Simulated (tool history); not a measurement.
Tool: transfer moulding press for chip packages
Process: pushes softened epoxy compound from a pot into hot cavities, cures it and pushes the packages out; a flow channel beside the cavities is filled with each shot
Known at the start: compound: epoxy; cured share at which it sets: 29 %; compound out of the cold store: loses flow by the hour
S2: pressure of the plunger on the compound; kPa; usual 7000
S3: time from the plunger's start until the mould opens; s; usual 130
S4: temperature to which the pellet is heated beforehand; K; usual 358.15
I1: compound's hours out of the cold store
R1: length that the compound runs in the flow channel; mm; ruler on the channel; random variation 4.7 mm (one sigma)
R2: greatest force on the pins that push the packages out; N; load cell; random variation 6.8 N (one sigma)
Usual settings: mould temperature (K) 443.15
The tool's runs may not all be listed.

run 1 hour=0.0 | mould_temperature_(K)=443.15 S2=7000 S3=130 S4=358.15 | I1=46.5 | R1=759 R2=279
run 2 hour=88.1 | mould_temperature_(K)=440.15 S2=7000 S3=130 S4=358.15 | I1=41.5 | R1=788 R2=279
run 3 hour=175.5 | mould_temperature_(K)=440.15 S2=7000 S3=130 S4=358.15 | I1=43.6 | R1=785 R2=303
run 4 hour=235.2 | mould_temperature_(K)=443.15 S2=7000 S3=130 S4=358.15 | I1=19.8 | R1=852 R2=285
run 5 hour=288.5 | mould_temperature_(K)=443.15 S2=7000 S3=130 S4=358.15 | I1=32.5 | R1=816 R2=268
run 6 hour=384.3 | mould_temperature_(K)=437.15 S2=7000 S3=130 S4=358.15 | I1=10.4 | R1=916 R2=391
run 7 hour=461.1 | mould_temperature_(K)=449.15 S2=7000 S3=130 S4=358.15 | I1=28.9 | R1=805 R2=262
run 8 hour=532.1 | mould_temperature_(K)=443.15 S2=7000 S3=130 S4=354.15 | I1=23.3 | R1=843 R2=284
run 9 hour=615.6 | mould_temperature_(K)=443.15 S2=7000 S3=130 S4=354.15 | I1=34.9 | R1=806 R2=265
run 10 hour=703.5 | mould_temperature_(K)=443.15 S2=7000 S3=130 S4=354.15 | I1=23.3 | R1=844 R2=274
run 11 hour=793.3 | mould_temperature_(K)=443.15 S2=7000 S3=130 S4=354.15 | I1=37.4 | R1=791 R2=281
run 12 hour=868.9 | mould_temperature_(K)=443.15 S2=7000 S3=130 S4=354.15 | I1=46.4 | R1=763 R2=270
run 13 hour=951.0 | mould_temperature_(K)=443.15 S2=7000 S3=130 S4=354.15 | I1=42.8 | R1=789 R2=279
run 14 hour=1020.9 | mould_temperature_(K)=449.15 S2=7000 S3=130 S4=356.15 | I1=25.4 | R1=814 R2=268
run 15 hour=1059.1 | mould_temperature_(K)=449.15 S2=7000 S3=130 S4=356.15 | I1=38.5 | R1=768 R2=249
run 16 hour=1139.2 | mould_temperature_(K)=439.15 S2=7000 S3=112 S4=363.15 | I1=22.2 | R1=870 R2=412
run 17 hour=1223.6 | mould_temperature_(K)=443.15 S2=8450 S3=130 S4=354.15 | I1=26.9 | R1=908 R2=278
run 18 hour=1276.2 | mould_temperature_(K)=447.15 S2=8450 S3=169 S4=356.15 | I1=32.4 | R1=876 R2=259
run 19 hour=1321.2 | mould_temperature_(K)=446.15 S2=8450 S3=169 S4=360.15 | I1=18.2 | R1=938 R2=273
run 20 hour=1416.4 | mould_temperature_(K)=446.15 S2=8450 S3=169 S4=360.15 | I1=9.3 | R1=973 R2=267
run 21 hour=1501.1 | mould_temperature_(K)=448.15 S2=6910 S3=155 S4=350.15 | I1=40.7 | R1=756 R2=251
run 22 hour=1558.6 | mould_temperature_(K)=437.15 S2=6910 S3=132 S4=350.15 | I1=23.6 | R1=856 R2=361
run 23 hour=1598.4 | mould_temperature_(K)=437.15 S2=7550 S3=132 S4=361.15 | I1=38.6 | R1=843 R2=351
run 24 hour=1692.1 | mould_temperature_(K)=437.15 S2=7550 S3=132 S4=361.15 | I1=25.3 | R1=897 R2=337
run 25 hour=1748.3 | mould_temperature_(K)=443.15 S2=6610 S3=166 S4=358.15 | I1=22.7 | R1=816 R2=262
run 26 hour=1801.5 | mould_temperature_(K)=444.15 S2=6610 S3=166 S4=358.15 | I1=20.3 | R1=827 R2=253

Taken out of this log: 23 entries between the listed runs. Where each belongs, and how the hidden state differs across it:
Between runs 1 and 2: cavities cleaned with cleaning compound and waxed (hour 46.7); mould's thermocouples calibrated (hour 75.2)
  true mould temperature over the reading, C: -0.01 -> 0; pressure that reaches the compound, % of what is set: 99.92 -> 99.84; grip of the stained cavities, % over clean ones': 1.2 -> 0.9
Between runs 2 and 3: cavities cleaned with cleaning compound and waxed (hour 150.7)
  pressure that reaches the compound, % of what is set: 99.84 -> 99.76; grip of the stained cavities, % over clean ones': 0.9 -> 0.7
Between runs 4 and 5: cavities cleaned with cleaning compound and waxed (hour 254.9)
  pressure that reaches the compound, % of what is set: 99.7 -> 99.66; grip of the stained cavities, % over clean ones': 1.6 -> 0.8
Between runs 5 and 6: cavities cleaned with cleaning compound and waxed (hour 361.4)
  pressure that reaches the compound, % of what is set: 99.66 -> 99.57; grip of the stained cavities, % over clean ones': 0.8 -> 0.6
Between runs 6 and 7: plunger's sealing rings changed (hour 423.2)
  true mould temperature over the reading, C: 0 -> -0.01; pressure that reaches the compound, % of what is set: 99.57 -> 99.95; grip of the stained cavities, % over clean ones': 0.6 -> 1.7
Between runs 7 and 8: cavities cleaned with cleaning compound and waxed (hour 466.5)
  pressure that reaches the compound, % of what is set: 99.95 -> 99.88; grip of the stained cavities, % over clean ones': 1.7 -> 1.3
Between runs 8 and 9: cavities cleaned with cleaning compound and waxed (hour 571.4)
  pressure that reaches the compound, % of what is set: 99.88 -> 99.81; grip of the stained cavities, % over clean ones': 1.3 -> 1
Between runs 9 and 10: cavities cleaned with cleaning compound and waxed (hour 674.1)
  pressure that reaches the compound, % of what is set: 99.81 -> 99.72; grip of the stained cavities, % over clean ones': 1 -> 0.8
Between runs 10 and 11: cavities cleaned with cleaning compound and waxed (hour 775.1)
  pressure that reaches the compound, % of what is set: 99.72 -> 99.64; grip of the stained cavities, % over clean ones': 0.8 -> 0.4
Between runs 11 and 12: mould's thermocouples calibrated (hour 858.7)
  pressure that reaches the compound, % of what is set: 99.64 -> 99.56; grip of the stained cavities, % over clean ones': 0.4 -> 1.5
Between runs 12 and 13: cavities cleaned with cleaning compound and waxed (hour 879.2); plunger's sealing rings changed (hour 925.1)
  pressure that reaches the compound, % of what is set: 99.56 -> 99.97; grip of the stained cavities, % over clean ones': 1.5 -> 1.4
Between runs 13 and 14: cavities cleaned with cleaning compound and waxed (hour 985.1)
  pressure that reaches the compound, % of what is set: 99.97 -> 99.91; grip of the stained cavities, % over clean ones': 1.4 -> 0.9
Between runs 15 and 16: cavities cleaned with cleaning compound and waxed (hour 1088.0)
  pressure that reaches the compound, % of what is set: 99.88 -> 99.8; grip of the stained cavities, % over clean ones': 1.5 -> 1.1
Between runs 16 and 17: cavities cleaned with cleaning compound and waxed (hour 1188.8)
  pressure that reaches the compound, % of what is set: 99.8 -> 99.73; grip of the stained cavities, % over clean ones': 1.1 -> 0.9
Between runs 18 and 19: cavities cleaned with cleaning compound and waxed (hour 1295.0)
  pressure that reaches the compound, % of what is set: 99.68 -> 99.63; grip of the stained cavities, % over clean ones': 1.6 -> 0.6
Between runs 19 and 20: cavities cleaned with cleaning compound and waxed (hour 1401.2)
  pressure that reaches the compound, % of what is set: 99.63 -> 99.54; grip of the stained cavities, % over clean ones': 0.6 -> 0.4
Between runs 20 and 21: plunger's sealing rings changed (hour 1427.5)
  pressure that reaches the compound, % of what is set: 99.54 -> 99.92; grip of the stained cavities, % over clean ones': 0.4 -> 1.6
Between runs 21 and 22: cavities cleaned with cleaning compound and waxed (hour 1508.6)
  pressure that reaches the compound, % of what is set: 99.92 -> 99.87; grip of the stained cavities, % over clean ones': 1.6 -> 1.1
Between runs 23 and 24: cavities cleaned with cleaning compound and waxed (hour 1610.9); mould's thermocouples calibrated (hour 1645.7)
  true mould temperature over the reading, C: -0.02 -> -0.01; pressure that reaches the compound, % of what is set: 99.83 -> 99.74
Between runs 24 and 25: cavities cleaned with cleaning compound and waxed (hour 1719.4)
  pressure that reaches the compound, % of what is set: 99.74 -> 99.69; grip of the stained cavities, % over clean ones': 1.5 -> 0.7

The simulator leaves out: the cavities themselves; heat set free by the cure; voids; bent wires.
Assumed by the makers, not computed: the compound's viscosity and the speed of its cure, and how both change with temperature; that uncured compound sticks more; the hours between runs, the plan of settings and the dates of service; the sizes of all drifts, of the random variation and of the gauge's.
